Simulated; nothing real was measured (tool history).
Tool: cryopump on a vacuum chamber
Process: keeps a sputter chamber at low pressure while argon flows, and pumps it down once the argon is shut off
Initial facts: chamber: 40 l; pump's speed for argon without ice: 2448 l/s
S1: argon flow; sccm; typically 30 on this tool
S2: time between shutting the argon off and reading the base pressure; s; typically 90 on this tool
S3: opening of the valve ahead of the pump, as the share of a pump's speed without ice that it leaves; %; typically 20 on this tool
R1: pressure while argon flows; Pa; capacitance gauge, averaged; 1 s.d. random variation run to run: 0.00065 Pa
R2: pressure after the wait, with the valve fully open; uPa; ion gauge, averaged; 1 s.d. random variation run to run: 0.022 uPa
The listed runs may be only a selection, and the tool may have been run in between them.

Run 1, hour 0: usual settings. Result: R1 0.1077 Pa, R2 1.24 uPa.
Run 2, hour 29.7: usual settings. Result: R1 0.1079 Pa, R2 1.23 uPa.
Run 3, hour 87.2: usual settings. Result: R1 0.1084 Pa, R2 1.32 uPa.
Run 4, hour 122.6: usual settings. Result: R1 0.1097 Pa, R2 1.35 uPa.
Run 5, hour 176.2: usual settings. Result: R1 0.109 Pa, R2 1.33 uPa.
Run 6, hour 225: usual settings but S2 48 s. Result: R1 0.109 Pa, R2 1.81 uPa.
Run 7, hour 283.6: usual settings but S2 48 s. Result: R1 0.1088 Pa, R2 1.85 uPa.
Run 8, hour 338.3: usual settings but S2 48 s. Result: R1 0.1107 Pa, R2 1.91 uPa.
Run 9, hour 391.6: usual settings but S2 48 s. Result: R1 0.1095 Pa, R2 1.88 uPa.
Run 10, hour 420.8: usual settings but S2 48 s. Result: R1 0.1094 Pa, R2 1.85 uPa.
Run 11, hour 451.3: usual settings but S1 40 sccm, S3 27 %. Result: R1 0.1112 Pa, R2 1.5 uPa.
Run 12, hour 476.7: usual settings but S1 40 sccm, S3 27 %. Result: R1 0.1109 Pa, R2 1.52 uPa.
Run 13, hour 537.2: usual settings but S3 29 %. Result: R1 0.0784 Pa, R2 1.57 uPa.

Alternative continuations, all from the tool just after run 13; predict every row:
Run A, hour 593.5: usual settings but S2 45 s, S3 29 %. Result: R1 ?, R2 ?.
Run B, hour 593.5: usual settings but S1 23 sccm, S2 124 s, S3 29 %. Result: R1 ?, R2 ?.
Run C, hour 593.5: usual settings but S1 40 sccm, S2 34 s, S3 29 %. Result: R1 ?, R2 ?.

run      R1    R2
  A  0.0797  2.06
  B  0.0612  1.44
  C  0.1048  2.42
With the hidden condition removed and each run's random variation left untouched, the same runs would have given:
run      R1    R2
  A   0.072  1.12
  B  0.0553  0.49
  C  0.0946  1.45
